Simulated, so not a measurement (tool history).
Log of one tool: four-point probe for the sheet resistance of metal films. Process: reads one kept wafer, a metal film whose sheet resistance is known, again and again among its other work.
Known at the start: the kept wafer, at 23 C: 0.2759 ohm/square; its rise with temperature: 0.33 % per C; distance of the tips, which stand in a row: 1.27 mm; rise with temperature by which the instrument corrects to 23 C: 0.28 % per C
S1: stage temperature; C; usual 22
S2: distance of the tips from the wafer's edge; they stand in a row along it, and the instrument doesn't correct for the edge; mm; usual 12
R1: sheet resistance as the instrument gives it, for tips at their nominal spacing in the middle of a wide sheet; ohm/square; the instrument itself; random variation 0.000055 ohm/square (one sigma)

run,day,S1,S2,R1
1,0,22,12,0.275742
2,0.704,22,12,0.275633
3,1.196,22,12,0.275699
4,1.967,22,12,0.275751
5,2.388,22,12,0.275704
6,2.817,23,12,0.275849
7,3.517,22,47,0.274114
8,4.229,18,47,0.273593
9,5.05,22,12,0.275718
10,5.512,22,32,0.274387
11,6.192,22,12,0.27566
12,7.096,33,12,0.27726
13,7.946,33,12,0.277245
14,8.833,33,12,0.277322
15,9.758,33,12,0.2773
16,10.225,32,12,0.277175
17,10.85,29,41,0.275268
18,11.442,23,13,0.275605
19,11.933,23,13,0.275576
20,12.754,26,21,0.275185
21,13.417,22,9,0.277059
22,14.267,33,6,0.282122
23,15.125,33,6,0.282055

5 ways to go on from here, each from the tool as it stands after run 23. What would each give?
A,16.096,25,12,?
B,16.096,31,36,?
C,16.096,22,6,?
D,16.096,24,51,?
E,16.096,27,6,?

run,R1
A,0.276095
B,0.275488
C,0.28055
D,0.274443
E,0.281304
Without the tool's hidden state the same runs would have given:
run,R1
A,0.277831
B,0.277223
C,0.282309
D,0.276168
E,0.28307

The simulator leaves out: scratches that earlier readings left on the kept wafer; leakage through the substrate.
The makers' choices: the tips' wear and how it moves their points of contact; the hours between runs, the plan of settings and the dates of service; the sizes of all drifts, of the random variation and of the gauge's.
